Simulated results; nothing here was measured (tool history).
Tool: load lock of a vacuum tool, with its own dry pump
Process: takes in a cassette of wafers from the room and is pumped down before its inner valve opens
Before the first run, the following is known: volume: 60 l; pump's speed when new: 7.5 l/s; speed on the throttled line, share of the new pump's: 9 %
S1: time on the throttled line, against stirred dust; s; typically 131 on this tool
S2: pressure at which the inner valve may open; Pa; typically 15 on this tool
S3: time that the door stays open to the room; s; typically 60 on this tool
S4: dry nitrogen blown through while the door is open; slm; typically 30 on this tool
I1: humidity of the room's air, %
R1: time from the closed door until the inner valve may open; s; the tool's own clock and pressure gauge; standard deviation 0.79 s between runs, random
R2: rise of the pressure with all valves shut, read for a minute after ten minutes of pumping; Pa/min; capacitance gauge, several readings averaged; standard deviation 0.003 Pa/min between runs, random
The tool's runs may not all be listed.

{"run": 1, "day": 0.0, "S1": 131, "S2": 15, "S3": 60, "S4": 30, "I1": 44.1, "R1": 193.8, "R2": 0.307}
{"run": 2, "day": 9.033, "S1": 131, "S2": 15, "S3": 60, "S4": 30, "I1": 43.6, "R1": 194.0, "R2": 0.313}
{"run": 3, "day": 16.158, "S1": 131, "S2": 15, "S3": 60, "S4": 30, "I1": 45.2, "R1": 194.0, "R2": 0.325}
{"run": 4, "day": 22.033, "S1": 131, "S2": 15, "S3": 60, "S4": 37, "I1": 47.1, "R1": 194.8, "R2": 0.327}
{"run": 5, "day": 26.362, "S1": 131, "S2": 15, "S3": 60, "S4": 37, "I1": 46.2, "R1": 194.1, "R2": 0.321}
{"run": 6, "day": 30.75, "S1": 131, "S2": 15, "S3": 60, "S4": 37, "I1": 41.8, "R1": 192.7, "R2": 0.326}
{"run": 7, "day": 39.158, "S1": 131, "S2": 15, "S3": 60, "S4": 37, "I1": 45.6, "R1": 192.8, "R2": 0.329}
{"run": 8, "day": 46.383, "S1": 131, "S2": 15, "S3": 60, "S4": 37, "I1": 43.7, "R1": 194.5, "R2": 0.338}
{"run": 9, "day": 51.738, "S1": 131, "S2": 15, "S3": 60, "S4": 30, "I1": 44.3, "R1": 193.9, "R2": 0.339}
{"run": 10, "day": 55.9, "S1": 131, "S2": 15, "S3": 60, "S4": 30, "I1": 44.9, "R1": 193.9, "R2": 0.34}
{"run": 11, "day": 61.842, "S1": 131, "S2": 15, "S3": 60, "S4": 14, "I1": 44.9, "R1": 195.7, "R2": 0.375}
{"run": 12, "day": 67.046, "S1": 124, "S2": 15, "S3": 60, "S4": 14, "I1": 44.0, "R1": 187.3, "R2": 0.365}
{"run": 13, "day": 72.725, "S1": 124, "S2": 15, "S3": 60, "S4": 43, "I1": 43.6, "R1": 188.6, "R2": 0.352}
{"run": 14, "day": 76.462, "S1": 124, "S2": 15, "S3": 60, "S4": 43, "I1": 48.3, "R1": 187.5, "R2": 0.347}
{"run": 15, "day": 83.492, "S1": 124, "S2": 15, "S3": 60, "S4": 43, "I1": 44.9, "R1": 189.7, "R2": 0.354}
{"run": 16, "day": 89.308, "S1": 131, "S2": 15, "S3": 60, "S4": 30, "I1": 46.0, "R1": 196.3, "R2": 0.364}
{"run": 17, "day": 96.883, "S1": 131, "S2": 15, "S3": 60, "S4": 30, "I1": 47.7, "R1": 195.0, "R2": 0.372}
{"run": 18, "day": 102.338, "S1": 131, "S2": 15, "S3": 60, "S4": 30, "I1": 43.7, "R1": 195.3, "R2": 0.369}
{"run": 19, "day": 111.304, "S1": 131, "S2": 15, "S3": 60, "S4": 30, "I1": 42.2, "R1": 196.1, "R2": 0.369}
{"run": 20, "day": 119.371, "S1": 131, "S2": 26, "S3": 28, "S4": 30, "I1": 46.3, "R1": 190.0, "R2": 0.377}
{"run": 21, "day": 124.733, "S1": 131, "S2": 15, "S3": 89, "S4": 30, "I1": 44.2, "R1": 196.2, "R2": 0.399}
{"run": 22, "day": 131.533, "S1": 131, "S2": 15, "S3": 89, "S4": 30, "I1": 46.1, "R1": 195.3, "R2": 0.398}
{"run": 23, "day": 138.617, "S1": 168, "S2": 19, "S3": 39, "S4": 21, "I1": 44.2, "R1": 229.2, "R2": 0.386}
{"run": 24, "day": 147.346, "S1": 168, "S2": 19, "S3": 39, "S4": 21, "I1": 45.3, "R1": 227.2, "R2": 0.402}
{"run": 25, "day": 151.817, "S1": 86, "S2": 15, "S3": 60, "S4": 30, "I1": 43.4, "R1": 154.1, "R2": 0.407}
{"run": 26, "day": 160.475, "S1": 86, "S2": 15, "S3": 60, "S4": 30, "I1": 43.8, "R1": 154.2, "R2": 0.405}
{"run": 27, "day": 168.329, "S1": 86, "S2": 15, "S3": 60, "S4": 30, "I1": 45.8, "R1": 154.8, "R2": 0.413}
{"run": 28, "day": 172.308, "S1": 86, "S2": 14, "S3": 218, "S4": 30, "I1": 41.1, "R1": 155.2, "R2": 0.433}
{"run": 29, "day": 180.258, "S1": 76, "S2": 16, "S3": 220, "S4": 5, "I1": 45.2, "R1": 145.6, "R2": 0.489}
{"run": 30, "day": 187.4, "S1": 76, "S2": 16, "S3": 220, "S4": 5, "I1": 45.8, "R1": 146.3, "R2": 0.492}
{"run": 31, "day": 191.467, "S1": 131, "S2": 17, "S3": 60, "S4": 31, "I1": 44.9, "R1": 195.7, "R2": 0.432}
{"run": 32, "day": 197.921, "S1": 131, "S2": 15, "S3": 189, "S4": 18, "I1": 45.0, "R1": 196.0, "R2": 0.47}
{"run": 33, "day": 203.242, "S1": 138, "S2": 13, "S3": 60, "S4": 30, "I1": 40.5, "R1": 206.2, "R2": 0.438}
{"run": 34, "day": 210.396, "S1": 68, "S2": 17, "S3": 58, "S4": 30, "I1": 45.5, "R1": 138.4, "R2": 0.447}
{"run": 35, "day": 216.721, "S1": 143, "S2": 15, "S3": 60, "S4": 30, "I1": 44.5, "R1": 208.3, "R2": 0.45}
{"day": 219.65, "done": "door's seal changed, seat wiped"}
{"run": 36, "day": 224.75, "S1": 67, "S2": 23, "S3": 60, "S4": 5, "I1": 46.2, "R1": 134.9, "R2": 0.062}
{"run": 37, "day": 231.171, "S1": 235, "S2": 13, "S3": 60, "S4": 5, "I1": 47.3, "R1": 290.8, "R2": 0.072}
{"run": 38, "day": 237.754, "S1": 131, "S2": 26, "S3": 31, "S4": 30, "I1": 46.4, "R1": 193.0, "R2": 0.037}

Here are 3 independent what-if runs from the current tool condition. What would each one return?
{"run": "A", "day": 245.65, "S1": 131, "S2": 26, "S3": 95, "S4": 6, "I1": 45.3, "R1": "?", "R2": "?"}
{"run": "B", "day": 245.65, "S1": 70, "S2": 15, "S3": 27, "S4": 17, "I1": 41.0, "R1": "?", "R2": "?"}
{"run": "C", "day": 245.65, "S1": 167, "S2": 15, "S3": 60, "S4": 30, "I1": 45.9, "R1": "?", "R2": "?"}

run=A R1=193.4 R2=0.077
run=B R1=143.6 R2=0.038
run=C R1=228.2 R2=0.044
Take away the tool's hidden state, keep each run's random variation, and the runs would have read:
run=A R1=186.8 R2=0.074
run=B R1=135.6 R2=0.035
run=C R1=221.3 R2=0.041

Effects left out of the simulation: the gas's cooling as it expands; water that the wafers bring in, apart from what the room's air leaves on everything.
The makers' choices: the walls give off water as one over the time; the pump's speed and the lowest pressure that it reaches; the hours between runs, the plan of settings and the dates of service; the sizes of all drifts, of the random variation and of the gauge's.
